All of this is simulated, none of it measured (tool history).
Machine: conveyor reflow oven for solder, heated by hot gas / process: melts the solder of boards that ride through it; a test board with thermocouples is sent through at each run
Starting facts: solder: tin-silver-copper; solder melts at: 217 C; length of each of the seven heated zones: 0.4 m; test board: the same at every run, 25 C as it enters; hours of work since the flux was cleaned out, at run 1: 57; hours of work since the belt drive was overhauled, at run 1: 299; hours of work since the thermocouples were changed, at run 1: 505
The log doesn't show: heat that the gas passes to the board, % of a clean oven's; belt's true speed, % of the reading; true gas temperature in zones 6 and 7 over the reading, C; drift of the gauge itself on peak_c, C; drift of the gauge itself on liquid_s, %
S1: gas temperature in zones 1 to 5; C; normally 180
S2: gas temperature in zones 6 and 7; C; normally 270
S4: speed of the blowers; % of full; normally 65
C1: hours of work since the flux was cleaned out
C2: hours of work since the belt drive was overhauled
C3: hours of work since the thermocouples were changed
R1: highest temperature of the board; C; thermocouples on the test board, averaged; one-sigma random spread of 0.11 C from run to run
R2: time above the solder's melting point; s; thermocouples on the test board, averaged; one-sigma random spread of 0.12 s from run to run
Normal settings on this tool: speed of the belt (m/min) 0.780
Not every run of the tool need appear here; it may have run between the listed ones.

{"run": 1, "hour": 0.0, "S1": 180, "S2": 270, "speed of the belt (m/min)": 0.78, "S4": 65, "C1": 57, "C2": 299, "C3": 505, "R1": 256.6, "R2": 50.4}
{"run": 2, "hour": 15.9, "S1": 180, "S2": 270, "speed of the belt (m/min)": 0.78, "S4": 65, "C1": 66, "C2": 308, "C3": 514, "R1": 256.6, "R2": 50.7}
{"run": 3, "hour": 32.7, "S1": 180, "S2": 270, "speed of the belt (m/min)": 0.78, "S4": 56, "C1": 76, "C2": 317, "C3": 524, "R1": 254.7, "R2": 48.9}
{"run": 4, "hour": 51.9, "S1": 180, "S2": 270, "speed of the belt (m/min)": 0.757, "S4": 56, "C1": 87, "C2": 328, "C3": 535, "R1": 255.4, "R2": 51.3}
{"run": 5, "hour": 68.5, "S1": 180, "S2": 270, "speed of the belt (m/min)": 0.757, "S4": 56, "C1": 97, "C2": 338, "C3": 545, "R1": 255.5, "R2": 51.1}
{"run": 6, "hour": 79.5, "S1": 180, "S2": 270, "speed of the belt (m/min)": 0.78, "S4": 65, "C1": 103, "C2": 344, "C3": 551, "R1": 256.7, "R2": 50.6}
{"run": 7, "hour": 94.1, "S1": 180, "S2": 270, "speed of the belt (m/min)": 0.78, "S4": 65, "C1": 111, "C2": 352, "C3": 559, "R1": 256.5, "R2": 50.4}
{"run": 8, "hour": 107.3, "S1": 180, "S2": 270, "speed of the belt (m/min)": 0.78, "S4": 65, "C1": 119, "C2": 360, "C3": 567, "R1": 256.6, "R2": 50.3}
{"run": 9, "hour": 123.3, "S1": 180, "S2": 270, "speed of the belt (m/min)": 0.78, "S4": 65, "C1": 128, "C2": 369, "C3": 576, "R1": 256.7, "R2": 50.6}
{"run": 10, "hour": 138.2, "S1": 180, "S2": 270, "speed of the belt (m/min)": 0.78, "S4": 65, "C1": 137, "C2": 378, "C3": 585, "R1": 256.5, "R2": 50.6}
{"run": 11, "hour": 148.9, "S1": 180, "S2": 270, "speed of the belt (m/min)": 0.78, "S4": 65, "C1": 143, "C2": 384, "C3": 591, "R1": 256.7, "R2": 50.4}
{"run": 12, "hour": 172.4, "S1": 192, "S2": 270, "speed of the belt (m/min)": 0.78, "S4": 65, "C1": 156, "C2": 397, "C3": 604, "R1": 258.5, "R2": 55.4}
{"run": 13, "hour": 190.8, "S1": 192, "S2": 268, "speed of the belt (m/min)": 0.78, "S4": 65, "C1": 167, "C2": 408, "C3": 615, "R1": 256.5, "R2": 54.5}
{"run": 14, "hour": 205.0, "S1": 192, "S2": 268, "speed of the belt (m/min)": 0.78, "S4": 65, "C1": 175, "C2": 416, "C3": 623, "R1": 256.7, "R2": 54.5}
{"hour": 218.0, "done": "flux residue cleaned out of gas plates and filters"}
{"run": 15, "hour": 230.5, "S1": 192, "S2": 268, "speed of the belt (m/min)": 0.78, "S4": 65, "C1": 7, "C2": 428, "C3": 635, "R1": 256.9, "R2": 54.8}
{"run": 16, "hour": 248.8, "S1": 189, "S2": 260, "speed of the belt (m/min)": 0.774, "S4": 53, "C1": 18, "C2": 438, "C3": 645, "R1": 247.3, "R2": 48.3}
{"run": 17, "hour": 259.9, "S1": 185, "S2": 281, "speed of the belt (m/min)": 0.78, "S4": 65, "C1": 24, "C2": 445, "C3": 652, "R1": 267.2, "R2": 56.5}
{"run": 18, "hour": 273.5, "S1": 168, "S2": 269, "speed of the belt (m/min)": 0.744, "S4": 65, "C1": 32, "C2": 452, "C3": 659, "R1": 255.1, "R2": 49.1}
{"run": 19, "hour": 294.1, "S1": 192, "S2": 274, "speed of the belt (m/min)": 0.684, "S4": 65, "C1": 44, "C2": 464, "C3": 671, "R1": 264.9, "R2": 66.5}
{"run": 20, "hour": 308.9, "S1": 192, "S2": 274, "speed of the belt (m/min)": 0.669, "S4": 57, "C1": 52, "C2": 473, "C3": 680, "R1": 264.3, "R2": 67.4}
{"run": 21, "hour": 328.2, "S1": 192, "S2": 274, "speed of the belt (m/min)": 0.669, "S4": 57, "C1": 63, "C2": 484, "C3": 691, "R1": 264.1, "R2": 67.5}
{"run": 22, "hour": 350.9, "S1": 182, "S2": 270, "speed of the belt (m/min)": 0.78, "S4": 67, "C1": 76, "C2": 497, "C3": 704, "R1": 257.2, "R2": 51.6}
{"run": 23, "hour": 368.8, "S1": 180, "S2": 268, "speed of the belt (m/min)": 0.721, "S4": 65, "C1": 86, "C2": 507, "C3": 714, "R1": 256.7, "R2": 55.3}
{"run": 24, "hour": 392.2, "S1": 180, "S2": 268, "speed of the belt (m/min)": 0.721, "S4": 65, "C1": 100, "C2": 521, "C3": 727, "R1": 257.0, "R2": 55.2}
{"run": 25, "hour": 410.2, "S1": 180, "S2": 268, "speed of the belt (m/min)": 0.721, "S4": 65, "C1": 110, "C2": 531, "C3": 738, "R1": 256.9, "R2": 55.2}
{"run": 26, "hour": 428.8, "S1": 179, "S2": 270, "speed of the belt (m/min)": 0.78, "S4": 65, "C1": 121, "C2": 542, "C3": 748, "R1": 256.4, "R2": 50.1}
{"run": 27, "hour": 442.9, "S1": 180, "S2": 270, "speed of the belt (m/min)": 0.703, "S4": 74, "C1": 129, "C2": 550, "C3": 756, "R1": 260.8, "R2": 59.1}
{"run": 28, "hour": 458.6, "S1": 172, "S2": 270, "speed of the belt (m/min)": 0.703, "S4": 82, "C1": 138, "C2": 559, "C3": 765, "R1": 260.9, "R2": 57.1}
{"run": 29, "hour": 471.2, "S1": 180, "S2": 277, "speed of the belt (m/min)": 0.787, "S4": 65, "C1": 145, "C2": 566, "C3": 773, "R1": 262.4, "R2": 52.4}
{"run": 30, "hour": 492.1, "S1": 178, "S2": 265, "speed of the belt (m/min)": 0.787, "S4": 65, "C1": 157, "C2": 578, "C3": 785, "R1": 251.5, "R2": 46.9}

Consider 4 possible next runs. They are alternatives, not a sequence: every one starts from the tool as it was left by run 30. What does each give?
{"run": "A", "hour": 504.6, "S1": 180, "S2": 268, "speed of the belt (m/min)": 0.78, "S4": 65, "C1": 164, "C2": 585, "C3": 792, "R1": "?", "R2": "?"}
{"run": "B", "hour": 504.6, "S1": 175, "S2": 277, "speed of the belt (m/min)": 0.787, "S4": 65, "C1": 164, "C2": 585, "C3": 792, "R1": "?", "R2": "?"}
{"run": "C", "hour": 504.6, "S1": 178, "S2": 279, "speed of the belt (m/min)": 0.829, "S4": 64, "C1": 164, "C2": 585, "C3": 792, "R1": "?", "R2": "?"}
{"run": "D", "hour": 504.6, "S1": 181, "S2": 264, "speed of the belt (m/min)": 0.77, "S4": 65, "C1": 164, "C2": 585, "C3": 792, "R1": "?", "R2": "?"}

run=A R1=254.8 R2=49.5
run=B R1=261.9 R2=51.1
run=C R1=262.0 R2=49.1
run=D R1=251.7 R2=49.0
What these runs would have given with no unlogged condition in the tool:
run=A R1=254.8 R2=49.5
run=B R1=261.9 R2=51.1
run=C R1=262.1 R2=49.0
run=D R1=251.7 R2=49.0
